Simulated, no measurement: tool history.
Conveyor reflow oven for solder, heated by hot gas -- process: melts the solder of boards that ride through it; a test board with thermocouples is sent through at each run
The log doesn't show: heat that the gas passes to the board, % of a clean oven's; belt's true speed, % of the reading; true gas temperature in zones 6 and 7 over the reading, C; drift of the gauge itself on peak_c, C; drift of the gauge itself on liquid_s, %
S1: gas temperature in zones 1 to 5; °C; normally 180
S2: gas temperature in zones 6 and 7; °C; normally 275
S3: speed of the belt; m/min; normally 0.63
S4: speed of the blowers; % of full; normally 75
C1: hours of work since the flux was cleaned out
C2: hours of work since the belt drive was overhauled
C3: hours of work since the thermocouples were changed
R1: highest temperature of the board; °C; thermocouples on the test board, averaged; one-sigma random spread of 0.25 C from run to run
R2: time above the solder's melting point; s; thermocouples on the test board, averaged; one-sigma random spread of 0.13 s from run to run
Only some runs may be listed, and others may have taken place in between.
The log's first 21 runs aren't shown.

| run | hour | S1 | S2 | S3 | S4 | C1 | C2 | C3 | R1 | R2 |
|---|---|---|---|---|---|---|---|---|---|---|
| 22 | 254.7 | 175 | 281 | 0.535 | 75 | 53 | 700 | 507 | 267.3 | 59.6 |
| 23 | 264.3 | 175 | 281 | 0.535 | 75 | 59 | 706 | 512 | 267.1 | 59.6 |
| 24 | 278.8 | 175 | 275 | 0.501 | 75 | 67 | 714 | 521 | 263.3 | 62 |
| 25 | 294.7 | 175 | 275 | 0.501 | 75 | 76 | 723 | 530 | 262.9 | 62 |
| 26 | 309.4 | 175 | 275 | 0.501 | 75 | 85 | 732 | 539 | 262.8 | 62.1 |
| 27 | 318.5 | 168 | 289 | 0.632 | 63 | 90 | 737 | 544 | 263.1 | 46.2 |
| 28 | 334.3 | 168 | 289 | 0.632 | 63 | 99 | 746 | 553 | 262.8 | 46 |
| 29 | 347.2 | 168 | 289 | 0.632 | 63 | 107 | 754 | 560 | 262.4 | 46.1 |

What does the tool deliver on the next run?
| 30 | 363.6 | 168 | 289 | 0.632 | 63 | 116 | 763 | 570 | ? | ? |

For run 30 the tool returned R1 262.1 °C, R2 45.9 s.
Minus the tool's unlogged condition, the same run would have read R1 264.6 °C, R2 46.3 s.
